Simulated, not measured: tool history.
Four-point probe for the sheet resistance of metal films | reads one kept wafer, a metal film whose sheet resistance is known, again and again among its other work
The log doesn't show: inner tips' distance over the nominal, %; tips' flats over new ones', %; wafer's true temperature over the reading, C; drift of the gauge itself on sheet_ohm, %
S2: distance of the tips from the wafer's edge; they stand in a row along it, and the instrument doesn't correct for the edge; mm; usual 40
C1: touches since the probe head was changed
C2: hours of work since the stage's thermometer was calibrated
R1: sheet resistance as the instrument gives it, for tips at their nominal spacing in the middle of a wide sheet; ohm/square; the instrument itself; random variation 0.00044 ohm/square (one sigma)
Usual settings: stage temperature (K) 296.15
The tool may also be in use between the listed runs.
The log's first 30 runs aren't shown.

{"run": 31, "day": 107.65, "stage temperature (K)": 296.15, "S2": 74, "C1": 219429, "C2": 1283, "R1": 2.190026}
{"run": 32, "day": 110.942, "stage temperature (K)": 306.15, "S2": 10, "C1": 222444, "C2": 1342, "R1": 2.203339}
{"run": 33, "day": 113.029, "stage temperature (K)": 301.15, "S2": 46, "C1": 224357, "C2": 1380, "R1": 2.187414}
{"run": 34, "day": 117.312, "stage temperature (K)": 301.15, "S2": 46, "C1": 228278, "C2": 1457, "R1": 2.187578}
{"day": 118.388, "done": "new probe head fitted"}
{"run": 35, "day": 121.158, "stage temperature (K)": 301.15, "S2": 46, "C1": 2535, "C2": 1526, "R1": 2.198623}
{"run": 36, "day": 125.283, "stage temperature (K)": 301.15, "S2": 46, "C1": 6315, "C2": 1600, "R1": 2.197417}
{"run": 37, "day": 129.421, "stage temperature (K)": 297.15, "S2": 5, "C1": 10103, "C2": 1675, "R1": 2.271437}
{"run": 38, "day": 132.338, "stage temperature (K)": 292.15, "S2": 8, "C1": 12771, "C2": 1727, "R1": 2.230039}
{"day": 134.038, "done": "stage's thermometer calibrated"}
{"run": 39, "day": 135.5, "stage temperature (K)": 292.15, "S2": 8, "C1": 15650, "C2": 26, "R1": 2.230593}
{"run": 40, "day": 137.917, "stage temperature (K)": 307.15, "S2": 50, "C1": 17861, "C2": 70, "R1": 2.193595}
{"run": 41, "day": 140.058, "stage temperature (K)": 292.15, "S2": 13, "C1": 19825, "C2": 109, "R1": 2.211899}
{"run": 42, "day": 143.954, "stage temperature (K)": 292.15, "S2": 13, "C1": 23392, "C2": 179, "R1": 2.211864}
{"run": 43, "day": 148.175, "stage temperature (K)": 306.15, "S2": 32, "C1": 27256, "C2": 255, "R1": 2.195722}

Forecast each of these 5 alternatives for the next run:
{"run": "A", "day": 152.529, "stage temperature (K)": 301.15, "S2": 14, "C1": 31244, "C2": 333, "R1": "?"}
{"run": "B", "day": 152.529, "stage temperature (K)": 302.15, "S2": 32, "C1": 31244, "C2": 333, "R1": "?"}
{"run": "C", "day": 152.529, "stage temperature (K)": 294.15, "S2": 24, "C1": 31244, "C2": 333, "R1": "?"}
{"run": "D", "day": 152.529, "stage temperature (K)": 298.15, "S2": 9, "C1": 31244, "C2": 333, "R1": "?"}
{"run": "E", "day": 152.529, "stage temperature (K)": 299.15, "S2": 14, "C1": 31244, "C2": 333, "R1": "?"}

run=A R1=2.205303
run=B R1=2.196368
run=C R1=2.202656
run=D R1=2.219839
run=E R1=2.206229
Without the tool's hidden state the same runs would have given:
run=A R1=2.209641
run=B R1=2.200688
run=C R1=2.207000
run=D R1=2.224208
run=E R1=2.210571
